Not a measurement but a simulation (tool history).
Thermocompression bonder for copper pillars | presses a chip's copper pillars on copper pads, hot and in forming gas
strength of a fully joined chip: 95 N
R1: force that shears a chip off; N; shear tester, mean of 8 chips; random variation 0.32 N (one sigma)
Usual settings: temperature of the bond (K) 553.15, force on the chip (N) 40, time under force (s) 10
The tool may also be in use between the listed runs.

run 1 hour=0 | temperature_of_the_bond_(K)=553.15 force_on_the_chip_(N)=40 time_under_force_(s)=10 | R1=51.3
run 2 hour=12.8 | temperature_of_the_bond_(K)=580.15 force_on_the_chip_(N)=40 time_under_force_(s)=10 | R1=67.6
run 3 hour=19.9 | temperature_of_the_bond_(K)=553.15 force_on_the_chip_(N)=40 time_under_force_(s)=10 | R1=51.5
run 4 hour=33.1 | temperature_of_the_bond_(K)=553.15 force_on_the_chip_(N)=40 time_under_force_(s)=10 | R1=50.8
run 5 hour=48.2 | temperature_of_the_bond_(K)=553.15 force_on_the_chip_(N)=40 time_under_force_(s)=10 | R1=51.1
run 6 hour=64.4 | temperature_of_the_bond_(K)=553.15 force_on_the_chip_(N)=40 time_under_force_(s)=10 | R1=50.6
run 7 hour=74.1 | temperature_of_the_bond_(K)=553.15 force_on_the_chip_(N)=40 time_under_force_(s)=10 | R1=51.3
run 8 hour=88 | temperature_of_the_bond_(K)=553.15 force_on_the_chip_(N)=40 time_under_force_(s)=10 | R1=52
run 9 hour=100.1 | temperature_of_the_bond_(K)=553.15 force_on_the_chip_(N)=40 time_under_force_(s)=10 | R1=51.1
run 10 hour=116.5 | temperature_of_the_bond_(K)=553.15 force_on_the_chip_(N)=40 time_under_force_(s)=10 | R1=51.2
run 11 hour=123.4 | temperature_of_the_bond_(K)=553.15 force_on_the_chip_(N)=40 time_under_force_(s)=10 | R1=51.3
run 12 hour=138 | temperature_of_the_bond_(K)=553.15 force_on_the_chip_(N)=40 time_under_force_(s)=10 | R1=51
run 13 hour=148.6 | temperature_of_the_bond_(K)=553.15 force_on_the_chip_(N)=40 time_under_force_(s)=10 | R1=51.6
run 14 hour=159.3 | temperature_of_the_bond_(K)=553.15 force_on_the_chip_(N)=33 time_under_force_(s)=10 | R1=43.1
run 15 hour=175.7 | temperature_of_the_bond_(K)=553.15 force_on_the_chip_(N)=33 time_under_force_(s)=10 | R1=43.1
run 16 hour=188.5 | temperature_of_the_bond_(K)=553.15 force_on_the_chip_(N)=33 time_under_force_(s)=10 | R1=43.1
run 17 hour=205.3 | temperature_of_the_bond_(K)=553.15 force_on_the_chip_(N)=33 time_under_force_(s)=10 | R1=43.6
run 18 hour=221.6 | temperature_of_the_bond_(K)=553.15 force_on_the_chip_(N)=40 time_under_force_(s)=10 | R1=51.4
run 19 hour=229.8 | temperature_of_the_bond_(K)=553.15 force_on_the_chip_(N)=40 time_under_force_(s)=10 | R1=51.3
run 20 hour=238.7 | temperature_of_the_bond_(K)=568.15 force_on_the_chip_(N)=27 time_under_force_(s)=10 | R1=43.2
run 21 hour=253.9 | temperature_of_the_bond_(K)=568.15 force_on_the_chip_(N)=27 time_under_force_(s)=10 | R1=43.8
run 22 hour=265.7 | temperature_of_the_bond_(K)=568.15 force_on_the_chip_(N)=27 time_under_force_(s)=10 | R1=43.4
run 23 hour=274.3 | temperature_of_the_bond_(K)=529.15 force_on_the_chip_(N)=40 time_under_force_(s)=17 | R1=44.6
run 24 hour=282.1 | temperature_of_the_bond_(K)=538.15 force_on_the_chip_(N)=43 time_under_force_(s)=5 | R1=34.6
run 25 hour=293.8 | temperature_of_the_bond_(K)=581.15 force_on_the_chip_(N)=24 time_under_force_(s)=10 | R1=46.2
run 26 hour=309.4 | temperature_of_the_bond_(K)=581.15 force_on_the_chip_(N)=24 time_under_force_(s)=10 | R1=45.8
run 27 hour=325.1 | temperature_of_the_bond_(K)=545.15 force_on_the_chip_(N)=36 time_under_force_(s)=10 | R1=42.2
run 28 hour=339.3 | temperature_of_the_bond_(K)=553.15 force_on_the_chip_(N)=52 time_under_force_(s)=7 | R1=56.6
run 29 hour=351.1 | temperature_of_the_bond_(K)=526.15 force_on_the_chip_(N)=54 time_under_force_(s)=18 | R1=55.8
run 30 hour=363.5 | temperature_of_the_bond_(K)=526.15 force_on_the_chip_(N)=54 time_under_force_(s)=18 | R1=56.8
run 31 hour=373.9 | temperature_of_the_bond_(K)=553.15 force_on_the_chip_(N)=24 time_under_force_(s)=10 | R1=31.7
run 32 hour=387.9 | temperature_of_the_bond_(K)=553.15 force_on_the_chip_(N)=24 time_under_force_(s)=10 | R1=31.5
run 33 hour=400.7 | temperature_of_the_bond_(K)=553.15 force_on_the_chip_(N)=24 time_under_force_(s)=10 | R1=31.8
run 34 hour=417.8 | temperature_of_the_bond_(K)=524.15 force_on_the_chip_(N)=30 time_under_force_(s)=12 | R1=27.4
run 35 hour=427.7 | temperature_of_the_bond_(K)=527.15 force_on_the_chip_(N)=47 time_under_force_(s)=14 | R1=47.4
run 36 hour=437.5 | temperature_of_the_bond_(K)=550.15 force_on_the_chip_(N)=37 time_under_force_(s)=14 | R1=51.4
run 37 hour=454 | temperature_of_the_bond_(K)=530.15 force_on_the_chip_(N)=55 time_under_force_(s)=17 | R1=58.7

Forecast each of these 5 alternatives for the next run:
run A hour=465.4 | temperature_of_the_bond_(K)=530.15 force_on_the_chip_(N)=55 time_under_force_(s)=9 | R1=?
run B hour=465.4 | temperature_of_the_bond_(K)=570.15 force_on_the_chip_(N)=50 time_under_force_(s)=12 | R1=?
run C hour=465.4 | temperature_of_the_bond_(K)=563.15 force_on_the_chip_(N)=40 time_under_force_(s)=7 | R1=?
run D hour=465.4 | temperature_of_the_bond_(K)=554.15 force_on_the_chip_(N)=31 time_under_force_(s)=23 | R1=?
run E hour=465.4 | temperature_of_the_bond_(K)=545.15 force_on_the_chip_(N)=44 time_under_force_(s)=10 | R1=?

run=A R1=48.5
run=B R1=74.5
run=C R1=51.1
run=D R1=55.8
run=E R1=50
Without the tool's hidden state the same runs would have given:
run=A R1=48.6
run=B R1=74.7
run=C R1=51.2
run=D R1=55.9
run=E R1=50.1

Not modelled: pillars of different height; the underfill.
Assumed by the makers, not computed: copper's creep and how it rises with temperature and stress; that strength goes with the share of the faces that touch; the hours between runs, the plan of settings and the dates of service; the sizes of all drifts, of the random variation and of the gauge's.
